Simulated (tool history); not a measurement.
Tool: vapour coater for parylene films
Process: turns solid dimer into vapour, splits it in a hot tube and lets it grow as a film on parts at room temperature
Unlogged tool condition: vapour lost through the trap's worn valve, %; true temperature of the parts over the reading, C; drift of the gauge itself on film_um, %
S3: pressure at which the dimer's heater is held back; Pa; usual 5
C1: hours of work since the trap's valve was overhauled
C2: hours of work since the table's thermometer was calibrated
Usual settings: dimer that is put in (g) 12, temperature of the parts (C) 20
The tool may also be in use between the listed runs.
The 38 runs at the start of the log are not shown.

-- hour=1103.6 trap's valve overhauled
run 39 hour=1126.8 | dimer_that_is_put_in_(g)=5 temperature_of_the_parts_(C)=18 S3=7.08 | C1=18 C2=1654 | thickness_of_the_film_(nm)=1110
run 40 hour=1165 | dimer_that_is_put_in_(g)=10 temperature_of_the_parts_(C)=20 S3=5 | C1=47 C2=1683 | thickness_of_the_film_(nm)=2110
run 41 hour=1189.2 | dimer_that_is_put_in_(g)=16 temperature_of_the_parts_(C)=12 S3=4.34 | C1=66 C2=1702 | thickness_of_the_film_(nm)=4520
run 42 hour=1208.2 | dimer_that_is_put_in_(g)=16 temperature_of_the_parts_(C)=12 S3=4.34 | C1=80 C2=1716 | thickness_of_the_film_(nm)=4550
run 43 hour=1245.2 | dimer_that_is_put_in_(g)=12 temperature_of_the_parts_(C)=21 S3=11.65 | C1=109 C2=1745 | thickness_of_the_film_(nm)=1940
run 44 hour=1268.7 | dimer_that_is_put_in_(g)=6 temperature_of_the_parts_(C)=14 S3=3.03 | C1=127 C2=1763 | thickness_of_the_film_(nm)=1630
run 45 hour=1301.9 | dimer_that_is_put_in_(g)=8 temperature_of_the_parts_(C)=14 S3=3.09 | C1=152 C2=1788 | thickness_of_the_film_(nm)=2150
run 46 hour=1342 | dimer_that_is_put_in_(g)=12 temperature_of_the_parts_(C)=20 S3=2.8 | C1=183 C2=1819 | thickness_of_the_film_(nm)=2530

Here are 4 independent what-if runs from the current tool condition. What would each one return?
run A hour=1367.4 | dimer_that_is_put_in_(g)=12 temperature_of_the_parts_(C)=18 S3=2.4 | C1=203 C2=1839 | thickness_of_the_film_(nm)=?
run B hour=1367.4 | dimer_that_is_put_in_(g)=6 temperature_of_the_parts_(C)=27 S3=2.8 | C1=203 C2=1839 | thickness_of_the_film_(nm)=?
run C hour=1367.4 | dimer_that_is_put_in_(g)=12 temperature_of_the_parts_(C)=20 S3=2.74 | C1=203 C2=1839 | thickness_of_the_film_(nm)=?
run D hour=1367.4 | dimer_that_is_put_in_(g)=12 temperature_of_the_parts_(C)=20 S3=4.42 | C1=203 C2=1839 | thickness_of_the_film_(nm)=?

run=A thickness_of_the_film_(nm)=2800
run=B thickness_of_the_film_(nm)=880
run=C thickness_of_the_film_(nm)=2450
run=D thickness_of_the_film_(nm)=2320
Without the tool's hidden state the same runs would have given:
run=A thickness_of_the_film_(nm)=3410
run=B thickness_of_the_film_(nm)=1070
run=C thickness_of_the_film_(nm)=2970
run=D thickness_of_the_film_(nm)=2810

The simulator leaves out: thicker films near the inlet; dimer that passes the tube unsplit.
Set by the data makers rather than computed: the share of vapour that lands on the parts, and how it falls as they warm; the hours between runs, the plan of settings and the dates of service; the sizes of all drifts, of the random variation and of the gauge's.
